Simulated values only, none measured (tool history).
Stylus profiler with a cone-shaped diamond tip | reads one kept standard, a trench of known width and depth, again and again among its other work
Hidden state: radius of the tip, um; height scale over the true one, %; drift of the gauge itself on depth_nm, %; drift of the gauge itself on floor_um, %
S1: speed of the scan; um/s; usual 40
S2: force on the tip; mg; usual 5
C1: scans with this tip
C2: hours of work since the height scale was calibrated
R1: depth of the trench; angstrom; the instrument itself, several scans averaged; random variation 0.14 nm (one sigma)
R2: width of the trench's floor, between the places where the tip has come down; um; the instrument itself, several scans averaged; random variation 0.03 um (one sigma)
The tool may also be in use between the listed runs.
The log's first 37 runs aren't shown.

run,hour,S1,S2,C1,C2,R1,R2
38,2238,124,1.87,20401,843,5053.7,16.37
39,2278.7,124,1.87,20597,865,5059,16.32
40,2341.7,124,1.87,20901,900,5058.1,16.3
41,2423.6,42,1.74,21295,945,5054.4,16.8
42,2499.8,39,5,21662,986,5108.3,16.86
43,2539.5,116,5.09,21853,1008,5108.7,16.6
44,2608.5,28,2.96,22186,1046,5075.2,16.9
45,2664.2,83,2.54,22454,1077,5068.5,16.6
46,2701.5,111,7.76,22634,1097,5142.9,16.66

4 ways to go on from here, each from the tool as it stands after run 46. What would each give?
A,2774.3,136,11.54,22984,1137,?,?
B,2774.3,25,3.31,22984,1137,?,?
C,2774.3,76,2.07,22984,1137,?,?
D,2774.3,41,6.8,22984,1137,?,?

run,R1,R2
A,5190.5,16.69
B,5082,16.9
C,5060.3,16.59
D,5132.2,16.91
Without the tool's hidden state the same runs would have given:
run,R1,R2
A,5190.1,16.71
B,5081.6,16.91
C,5060,16.6
D,5131.9,16.93
